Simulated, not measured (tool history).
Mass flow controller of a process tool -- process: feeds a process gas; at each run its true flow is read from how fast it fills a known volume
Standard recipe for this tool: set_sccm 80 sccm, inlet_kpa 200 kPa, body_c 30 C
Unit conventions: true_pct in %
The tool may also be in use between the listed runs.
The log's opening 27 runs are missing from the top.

| run | hour | set_sccm | inlet_kpa | body_c | true_pct |
|---|---|---|---|---|---|
| 28 | 5417.9 | 159 | 203 | 22 | 99.14 |
| 29 | 5646.3 | 159 | 203 | 22 | 98.99 |
| 30 | 5921.2 | 126 | 200 | 39 | 99.89 |
| 31 | 6192.2 | 126 | 200 | 39 | 99.64 |
| 32 | 6413.3 | 80 | 200 | 28 | 98.72 |
| 33 | 6642.5 | 48 | 196 | 22 | 98.09 |
| 34 | 6881.7 | 70 | 208 | 23 | 98.06 |
| 35 | 7113.3 | 70 | 208 | 23 | 98.03 |
| 36 | 7337.5 | 121 | 262 | 23 | 98.26 |
|  | 7389.3 | controller's zero set anew |
|  | 7404.7 | gauge calibrated |
| 37 | 7532.6 | 71 | 223 | 30 | 99.62 |
| 38 | 7741.8 | 113 | 226 | 21 | 99.29 |
| 39 | 8012.7 | 196 | 151 | 37 | 100.31 |
| 40 | 8220.4 | 196 | 151 | 37 | 100.21 |
| 41 | 8469.5 | 84 | 151 | 37 | 99.62 |
| 42 | 8622.5 | 84 | 151 | 37 | 99.55 |
| 43 | 8741.1 | 182 | 210 | 26 | 99.45 |
| 44 | 8954.8 | 62 | 200 | 35 | 99.33 |
| 45 | 9215.4 | 25 | 212 | 23 | 98.21 |
| 46 | 9474.4 | 25 | 212 | 23 | 98.08 |
| 47 | 9744.7 | 69 | 146 | 23 | 97.93 |

Here are 4 independent what-if runs from the current tool condition. What would each one return?
| A | 9992.2 | 50 | 200 | 30 | ? |
| B | 9992.2 | 69 | 146 | 35 | ? |
| C | 9992.2 | 94 | 216 | 33 | ? |
| D | 9992.2 | 167 | 146 | 23 | ? |

| run | true_pct |
|---|---|
| A | 98.52 |
| B | 98.80 |
| C | 99.08 |
| D | 98.48 |
Without the tool's hidden state the same runs would have given:
| run | true_pct |
|---|---|
| A | 99.59 |
| B | 99.88 |
| C | 100.16 |
| D | 99.56 |
